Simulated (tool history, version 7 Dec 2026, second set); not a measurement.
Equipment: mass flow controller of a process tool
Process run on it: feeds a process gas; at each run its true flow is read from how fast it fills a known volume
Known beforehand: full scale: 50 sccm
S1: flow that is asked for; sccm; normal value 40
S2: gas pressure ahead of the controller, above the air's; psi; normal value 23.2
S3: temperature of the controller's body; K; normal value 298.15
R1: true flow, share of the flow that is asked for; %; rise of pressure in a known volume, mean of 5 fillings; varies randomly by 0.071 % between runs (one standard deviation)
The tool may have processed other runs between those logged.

run	hour	S1	S2	S3	R1
1	0.0	40	23.2	298.15	99.59
2	253.2	40	23.2	298.15	99.49
3	479.0	40	23.2	298.15	99.55
# hour 598.8: controller's zero set anew
4	731.0	40	23.2	298.15	99.47
5	1237.5	40	23.2	298.15	99.55
6	1661.0	40	23.2	298.15	99.49
# hour 2095.7: controller exchanged for a calibrated one
7	2215.2	40	23.2	298.15	99.73
8	2510.3	40	20.7	298.15	99.41
9	2869.1	40	20.7	298.15	99.40
10	3324.1	8	27.7	298.15	98.67
11	3743.5	11	23.2	303.15	98.96
12	4298.0	8	23.9	311.15	99.26
13	4802.1	14	23.9	311.15	99.60
14	5053.1	14	23.9	311.15	99.62
15	5297.7	6	34.7	302.15	99.05
16	5597.7	6	34.7	298.15	98.83
17	5899.5	6	34.7	298.15	98.96

Consider 4 possible next runs. They are alternatives, not a sequence: every one starts from the tool as it was left by run 17. What does each give?
A	6199.5	46	26.8	298.15	?
B	6199.5	43	21.3	299.15	?
C	6199.5	29	33.1	298.15	?
D	6199.5	35	36.0	311.15	?

run	R1
A	99.81
B	99.61
C	99.52
D	100.71
With the hidden condition removed and each run's random variation left untouched, the same runs would have given:
run	R1
A	99.81
B	99.61
C	99.52
D	100.71
